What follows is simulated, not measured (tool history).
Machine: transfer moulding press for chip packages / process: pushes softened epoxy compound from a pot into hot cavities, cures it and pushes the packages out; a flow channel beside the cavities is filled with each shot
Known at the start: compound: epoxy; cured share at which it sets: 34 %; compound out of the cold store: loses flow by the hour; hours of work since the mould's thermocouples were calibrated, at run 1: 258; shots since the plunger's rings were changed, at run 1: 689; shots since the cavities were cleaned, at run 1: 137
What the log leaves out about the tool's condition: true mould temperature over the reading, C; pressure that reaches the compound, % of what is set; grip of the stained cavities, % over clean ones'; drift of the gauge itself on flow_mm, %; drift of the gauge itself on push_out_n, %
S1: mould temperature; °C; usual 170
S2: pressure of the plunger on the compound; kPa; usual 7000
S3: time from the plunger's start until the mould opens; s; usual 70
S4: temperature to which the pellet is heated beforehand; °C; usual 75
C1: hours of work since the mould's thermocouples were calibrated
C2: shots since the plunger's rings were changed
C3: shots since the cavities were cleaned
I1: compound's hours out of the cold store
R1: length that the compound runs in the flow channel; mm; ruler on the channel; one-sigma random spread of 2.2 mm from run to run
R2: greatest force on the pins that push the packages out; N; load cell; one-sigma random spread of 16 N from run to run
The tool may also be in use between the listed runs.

run   hour   S1    S2  S3  S4   C1    C2    C3    I1   R1   R2
  1    0.0  170  7000  70  75  258   689   137  27.7  590  788
  2   20.2  170  7000  70  75  269   942   390  26.4  592  821
  3   45.9  170  6300  70  75  284  1263   711  24.2  569  822
  4   70.2  170  7000  70  75  298  1566  1014  32.3  571  778
      81.0  -- cavities cleaned with cleaning compound and waxed
  5   89.3  170  7000  70  75  307  1785   103  17.3  619  810
  6  107.8  170  7000  70  75  318  2016   334  38.0  556  769
  7  121.9  170  7000  70  75  326  2193   511  42.6  542  763
  8  136.1  170  7000  70  75  334  2370   688  17.4  618  857
  9  157.4  170  7000  70  75  346  2635   953  36.0  563  769
     172.1  -- cavities cleaned with cleaning compound and waxed
 10  174.5  170  7000  70  75  355  2830    30  44.9  532  732
 11  199.2  170  7000  70  75  369  3138   338  15.7  629  816
 12  214.6  169  7000  70  75  378  3331   531  18.8  616  904
 13  233.5  169  7000  70  75  389  3567   767  14.4  631  886
 14  252.5  169  6210  70  75  399  3804  1004  18.8  587  884
     263.6  -- cavities cleaned with cleaning compound and waxed
 15  271.5  168  6210  69  75  409  4022    99  33.0  542  899
 16  283.8  170  7000  90  80  416  4176   253  22.9  601  458
 17  303.5  170  7000  90  80  427  4422   499  13.4  634  501
     314.0  -- plunger's sealing rings changed
 18  323.7  170  7000  90  80  437   121   720  47.9  528  464
 19  342.7  170  7660  70  81  448   358   957  11.1  674  849
     357.5  -- cavities cleaned with cleaning compound and waxed
 20  367.6  170  7760  91  73  462   650   127   8.0  691  491
 21  382.4  178  7880  91  69  470   835   312  47.5  551  428
 22  400.2  178  7880  72  69  480  1057   534  23.6  626  497
 23  414.5  168  7780  70  78  488  1235   712  13.9  671  962
 24  436.4  168  7780  70  78  501  1508   985  29.7  614  887
     449.1  -- cavities cleaned with cleaning compound and waxed
 25  459.6  168  7180  86  84  513  1779   131  26.4  598  551

Hidden state at the last listed run before each entry between runs and at the first one after, where it differs:
Runs 4 to 5: cavities cleaned with cleaning compound and waxed (hour 81.0)
  pressure that reaches the compound, % of what is set: 99.96 -> 99.95; grip of the stained cavities, % over clean ones': 1.6 -> 0.4
Runs 9 to 10: cavities cleaned with cleaning compound and waxed (hour 172.1)
  grip of the stained cavities, % over clean ones': 1.6 -> 0.1
Runs 14 to 15: cavities cleaned with cleaning compound and waxed (hour 263.6)
  grip of the stained cavities, % over clean ones': 1.6 -> 0.3
Runs 17 to 18: plunger's sealing rings changed (hour 314.0)
  pressure that reaches the compound, % of what is set: 99.89 -> 99.99; grip of the stained cavities, % over clean ones': 1.2 -> 1.4
Runs 19 to 20: cavities cleaned with cleaning compound and waxed (hour 357.5)
  grip of the stained cavities, % over clean ones': 1.6 -> 0.5
Runs 24 to 25: cavities cleaned with cleaning compound and waxed (hour 449.1)
  pressure that reaches the compound, % of what is set: 99.96 -> 99.95; grip of the stained cavities, % over clean ones': 1.6 -> 0.4

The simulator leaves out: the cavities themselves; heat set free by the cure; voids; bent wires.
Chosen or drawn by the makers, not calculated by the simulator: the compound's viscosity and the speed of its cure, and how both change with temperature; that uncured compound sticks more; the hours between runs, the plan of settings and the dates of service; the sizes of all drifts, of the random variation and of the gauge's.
